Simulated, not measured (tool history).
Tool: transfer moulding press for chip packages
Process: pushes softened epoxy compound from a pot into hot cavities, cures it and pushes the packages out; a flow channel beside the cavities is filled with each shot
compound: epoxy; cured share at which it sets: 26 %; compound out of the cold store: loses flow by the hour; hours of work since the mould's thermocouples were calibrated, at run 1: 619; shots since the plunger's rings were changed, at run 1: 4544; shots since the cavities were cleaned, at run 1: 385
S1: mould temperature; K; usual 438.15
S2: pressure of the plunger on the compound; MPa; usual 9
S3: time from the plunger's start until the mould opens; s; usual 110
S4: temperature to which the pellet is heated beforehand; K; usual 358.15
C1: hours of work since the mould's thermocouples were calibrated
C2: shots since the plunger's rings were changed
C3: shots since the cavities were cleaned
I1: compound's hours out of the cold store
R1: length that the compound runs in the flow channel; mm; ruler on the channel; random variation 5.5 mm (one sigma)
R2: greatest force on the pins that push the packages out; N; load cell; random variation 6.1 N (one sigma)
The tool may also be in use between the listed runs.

{"run": 1, "hour": 0.0, "S1": 438.15, "S2": 9, "S3": 110, "S4": 358.15, "C1": 619, "C2": 4544, "C3": 385, "I1": 43.6, "R1": 717, "R2": 276}
{"hour": 49.8, "done": "cavities cleaned with cleaning compound and waxed"}
{"run": 2, "hour": 70.5, "S1": 438.15, "S2": 8.86, "S3": 110, "S4": 358.15, "C1": 650, "C2": 5031, "C3": 146, "I1": 27.4, "R1": 784, "R2": 251}
{"hour": 149.8, "done": "cavities cleaned with cleaning compound and waxed"}
{"run": 3, "hour": 170.8, "S1": 438.15, "S2": 8.86, "S3": 110, "S4": 358.15, "C1": 696, "C2": 5730, "C3": 149, "I1": 31.2, "R1": 756, "R2": 249}
{"hour": 180.9, "done": "plunger's sealing rings changed"}
{"hour": 253.3, "done": "cavities cleaned with cleaning compound and waxed"}
{"run": 4, "hour": 263.7, "S1": 438.15, "S2": 8.86, "S3": 110, "S4": 358.15, "C1": 737, "C2": 575, "C3": 74, "I1": 44.3, "R1": 767, "R2": 231}
{"run": 5, "hour": 305.9, "S1": 438.15, "S2": 8.86, "S3": 110, "S4": 358.15, "C1": 756, "C2": 873, "C3": 372, "I1": 28.2, "R1": 852, "R2": 272}
{"hour": 356.8, "done": "cavities cleaned with cleaning compound and waxed"}
{"run": 6, "hour": 397.8, "S1": 438.15, "S2": 8.86, "S3": 110, "S4": 358.15, "C1": 798, "C2": 1512, "C3": 289, "I1": 31.4, "R1": 820, "R2": 262}
{"hour": 426.8, "done": "mould's thermocouples calibrated"}
{"hour": 463.0, "done": "cavities cleaned with cleaning compound and waxed"}
{"run": 7, "hour": 476.3, "S1": 438.15, "S2": 9, "S3": 110, "S4": 358.15, "C1": 22, "C2": 2042, "C3": 94, "I1": 8.6, "R1": 968, "R2": 253}
{"run": 8, "hour": 548.4, "S1": 438.15, "S2": 9, "S3": 110, "S4": 358.15, "C1": 55, "C2": 2552, "C3": 604, "I1": 25.6, "R1": 829, "R2": 304}
{"hour": 566.4, "done": "cavities cleaned with cleaning compound and waxed"}
{"run": 9, "hour": 610.6, "S1": 438.15, "S2": 9, "S3": 110, "S4": 358.15, "C1": 83, "C2": 2981, "C3": 312, "I1": 29.8, "R1": 820, "R2": 282}
{"hour": 675.0, "done": "cavities cleaned with cleaning compound and waxed"}
{"run": 10, "hour": 688.9, "S1": 438.15, "S2": 9, "S3": 110, "S4": 358.15, "C1": 119, "C2": 3524, "C3": 99, "I1": 33.1, "R1": 790, "R2": 243}
{"run": 11, "hour": 745.8, "S1": 438.15, "S2": 9, "S3": 110, "S4": 358.15, "C1": 145, "C2": 3926, "C3": 501, "I1": 45.7, "R1": 722, "R2": 287}
{"hour": 779.8, "done": "cavities cleaned with cleaning compound and waxed"}
{"run": 12, "hour": 849.3, "S1": 438.15, "S2": 9, "S3": 110, "S4": 358.15, "C1": 192, "C2": 4647, "C3": 491, "I1": 27.1, "R1": 801, "R2": 301}
{"hour": 882.6, "done": "cavities cleaned with cleaning compound and waxed"}
{"run": 13, "hour": 953.8, "S1": 438.15, "S2": 9, "S3": 110, "S4": 358.15, "C1": 239, "C2": 5375, "C3": 503, "I1": 10.1, "R1": 883, "R2": 293}
{"hour": 987.7, "done": "cavities cleaned with cleaning compound and waxed"}
{"run": 14, "hour": 998.1, "S1": 438.15, "S2": 9, "S3": 110, "S4": 358.15, "C1": 259, "C2": 5677, "C3": 73, "I1": 24.1, "R1": 788, "R2": 232}
{"hour": 1012.4, "done": "plunger's sealing rings changed"}
{"run": 15, "hour": 1069.0, "S1": 438.15, "S2": 9, "S3": 110, "S4": 358.15, "C1": 290, "C2": 400, "C3": 557, "I1": 21.9, "R1": 886, "R2": 293}

Run 16 comes next. What will it give?
{"hour": 1094.9, "done": "cavities cleaned with cleaning compound and waxed"}
{"run": 16, "hour": 1168.5, "S1": 438.15, "S2": 7.07, "S3": 91, "S4": 352.15, "C1": 335, "C2": 1092, "C3": 520, "I1": 29.2, "R1": "?", "R2": "?"}

Run 16 gave R1 754 mm, R2 409 N.
Without the tool's hidden state the same run would have given R1 771 mm, R2 332 N.
